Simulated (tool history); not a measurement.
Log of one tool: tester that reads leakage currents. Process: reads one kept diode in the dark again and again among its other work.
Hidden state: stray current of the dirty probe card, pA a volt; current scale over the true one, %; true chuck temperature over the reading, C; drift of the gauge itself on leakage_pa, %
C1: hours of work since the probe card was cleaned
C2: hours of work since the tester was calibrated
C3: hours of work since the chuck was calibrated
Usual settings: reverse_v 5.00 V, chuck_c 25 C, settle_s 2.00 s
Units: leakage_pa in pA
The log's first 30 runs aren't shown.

run 31 day=64.079 | reverse_v=19.43 chuck_c=44 settle_s=2.43 | C1=1128 C2=2415 C3=1404 | leakage_pa=1208.81
-- day=64.488 probe card cleaned and baked
run 32 day=65.938 | reverse_v=14.84 chuck_c=42 settle_s=4.09 | C1=27 C2=2448 C3=1437 | leakage_pa=909.37
run 33 day=67.662 | reverse_v=1.48 chuck_c=46 settle_s=2.80 | C1=60 C2=2481 C3=1469 | leakage_pa=434.76
run 34 day=69.725 | reverse_v=1.48 chuck_c=27 settle_s=0.48 | C1=99 C2=2520 C3=1508 | leakage_pa=92.59
run 35 day=72.375 | reverse_v=1.83 chuck_c=27 settle_s=9.55 | C1=149 C2=2570 C3=1559 | leakage_pa=102.56
run 36 day=74.021 | reverse_v=1.83 chuck_c=27 settle_s=9.55 | C1=180 C2=2601 C3=1590 | leakage_pa=102.05
run 37 day=76.888 | reverse_v=1.83 chuck_c=27 settle_s=9.55 | C1=235 C2=2655 C3=1644 | leakage_pa=102.02
run 38 day=78.362 | reverse_v=18.67 chuck_c=52 settle_s=2.39 | C1=262 C2=2683 C3=1672 | leakage_pa=2152.46
run 39 day=80.088 | reverse_v=7.36 chuck_c=56 settle_s=2.00 | C1=295 C2=2716 C3=1705 | leakage_pa=1887.80
run 40 day=83.071 | reverse_v=1.63 chuck_c=25 settle_s=3.43 | C1=352 C2=2772 C3=1761 | leakage_pa=80.87
run 41 day=85.638 | reverse_v=5.00 chuck_c=36 settle_s=0.42 | C1=400 C2=2821 C3=1810 | leakage_pa=343.51

3 ways to go on from here, each from the tool as it stands after run 41. What would each give?
run A day=88.562 | reverse_v=4.09 chuck_c=28 settle_s=5.34 | C1=455 C2=2876 C3=1865 | leakage_pa=?
run B day=88.562 | reverse_v=5.00 chuck_c=36 settle_s=6.06 | C1=455 C2=2876 C3=1865 | leakage_pa=?
run C day=88.562 | reverse_v=5.00 chuck_c=42 settle_s=0.77 | C1=455 C2=2876 C3=1865 | leakage_pa=?

run=A leakage_pa=160.29
run=B leakage_pa=340.42
run=C leakage_pa=553.53
Without the tool's hidden state the same runs would have given:
run=A leakage_pa=160.09
run=B leakage_pa=340.02
run=C leakage_pa=552.94
